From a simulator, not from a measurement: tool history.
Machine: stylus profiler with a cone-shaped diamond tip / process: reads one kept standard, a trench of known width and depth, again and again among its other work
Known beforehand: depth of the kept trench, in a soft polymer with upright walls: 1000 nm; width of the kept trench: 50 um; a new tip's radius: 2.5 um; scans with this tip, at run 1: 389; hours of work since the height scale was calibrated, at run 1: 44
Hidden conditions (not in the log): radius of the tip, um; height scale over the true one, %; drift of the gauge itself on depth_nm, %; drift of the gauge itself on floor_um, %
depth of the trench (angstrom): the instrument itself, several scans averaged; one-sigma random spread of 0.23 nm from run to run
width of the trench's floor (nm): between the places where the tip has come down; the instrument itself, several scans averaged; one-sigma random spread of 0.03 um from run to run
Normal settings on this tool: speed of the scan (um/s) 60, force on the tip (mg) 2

run	hour	speed of the scan (um/s)	force on the tip (mg)	scans with this tip	hours of work since the height scale was calibrated	depth of the trench (angstrom)	width of the trench's floor (nm)
1	0	60	2	389	44	10084	45570
2	71.7	60	2	772	88	10078.7	45480
3	127	60	2	1067	121	10075.6	45430
4	189.1	60	0.69	1398	159	10029.8	45040
5	272.3	152	0.69	1842	209	10032.4	44170
6	315.2	60	2	2070	235	10074.2	45040
7	374.1	139	3.39	2385	271	10106.5	44780
8	456.5	37	2.42	2825	321	10080.2	45060
9	522	148	4.55	3174	360	10132	44580
10	596.9	148	4.55	3574	406	10129.6	44480
11	640.1	104	5.16	3804	432	10138.2	44570

Alternative continuations, all from the tool just after run 11; predict every row:
A	726.5	118	0.68	4265	484	?	?
B	726.5	56	5.16	4265	484	?	?
C	726.5	18	3.17	4265	484	?	?

run	depth of the trench (angstrom)	width of the trench's floor (nm)
A	10023.1	43790
B	10134.6	44620
C	10089.1	44720
Take away the tool's hidden state, keep each run's random variation, and the runs would have read:
run	depth of the trench (angstrom)	width of the trench's floor (nm)
A	10047.1	45000
B	10158.9	45840
C	10113.4	45930

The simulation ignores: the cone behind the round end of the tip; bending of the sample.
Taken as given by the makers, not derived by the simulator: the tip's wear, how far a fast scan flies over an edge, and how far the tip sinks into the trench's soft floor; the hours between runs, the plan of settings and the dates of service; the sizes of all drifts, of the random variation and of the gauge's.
